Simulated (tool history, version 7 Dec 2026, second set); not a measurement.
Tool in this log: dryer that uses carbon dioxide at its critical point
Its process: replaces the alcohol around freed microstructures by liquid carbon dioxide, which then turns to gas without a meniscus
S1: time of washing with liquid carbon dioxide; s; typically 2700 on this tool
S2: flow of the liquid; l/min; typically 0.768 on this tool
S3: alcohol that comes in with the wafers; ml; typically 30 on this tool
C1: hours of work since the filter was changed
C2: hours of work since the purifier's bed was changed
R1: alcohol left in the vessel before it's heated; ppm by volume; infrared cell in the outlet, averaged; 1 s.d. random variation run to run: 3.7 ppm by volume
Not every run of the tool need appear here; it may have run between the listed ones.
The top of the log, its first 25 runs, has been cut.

Run 26, hour 243.2: usual settings but S2 0.728 l/min, S3 70 ml; C1 133; C2 237. Result: R1 67 ppm by volume.
Run 27, hour 254.6: usual settings but S1 2580 s, S2 1.193 l/min, S3 34 ml; C1 141; C2 245. Result: R1 18 ppm by volume.
Run 28, hour 260.5: usual settings but S1 2580 s, S2 1.193 l/min, S3 34 ml; C1 145; C2 249. Result: R1 21 ppm by volume.
Run 29, hour 271.9: usual settings but S1 3120 s, S2 0.78 l/min, S3 31 ml; C1 152; C2 256. Result: R1 22 ppm by volume.
Run 30, hour 279: usual settings but S1 1860 s, S2 0.589 l/min, S3 66 ml; C1 157; C2 261. Result: R1 740 ppm by volume.
Run 31, hour 291.6: usual settings but S1 1860 s, S2 0.881 l/min, S3 66 ml; C1 165; C2 269. Result: R1 146 ppm by volume.
Run 32, hour 300.1: usual settings but S1 1860 s, S2 0.881 l/min, S3 66 ml; C1 171; C2 275. Result: R1 147 ppm by volume.
Run 33, hour 305.7: usual settings but S2 0.611 l/min, S3 67 ml; C1 175; C2 279. Result: R1 166 ppm by volume.
Run 34, hour 312.7: usual settings but S1 2880 s, S2 1.302 l/min, S3 85 ml; C1 179; C2 283. Result: R1 16 ppm by volume.

Here are 4 independent what-if runs from the current tool condition. What would each one return?
Run A, hour 325.3: usual settings but S1 2640 s, S2 0.904 l/min, S3 106 ml; C1 187; C2 292. Result: R1 ?.
Run B, hour 325.3: usual settings but S1 2880 s, S2 1.198 l/min, S3 85 ml; C1 187; C2 292. Result: R1 ?.
Run C, hour 325.3: usual settings but S1 1920 s, S2 1.232 l/min, S3 33 ml; C1 187; C2 292. Result: R1 ?.
Run D, hour 325.3: usual settings but S1 1920 s, S2 0.745 l/min, S3 104 ml; C1 187; C2 292. Result: R1 ?.

run   R1
  A   46
  B   19
  C   26
  D  418
Take away the tool's hidden state, keep each run's random variation, and the runs would have read:
run   R1
  A   23
  B    4
  C    9
  D  316

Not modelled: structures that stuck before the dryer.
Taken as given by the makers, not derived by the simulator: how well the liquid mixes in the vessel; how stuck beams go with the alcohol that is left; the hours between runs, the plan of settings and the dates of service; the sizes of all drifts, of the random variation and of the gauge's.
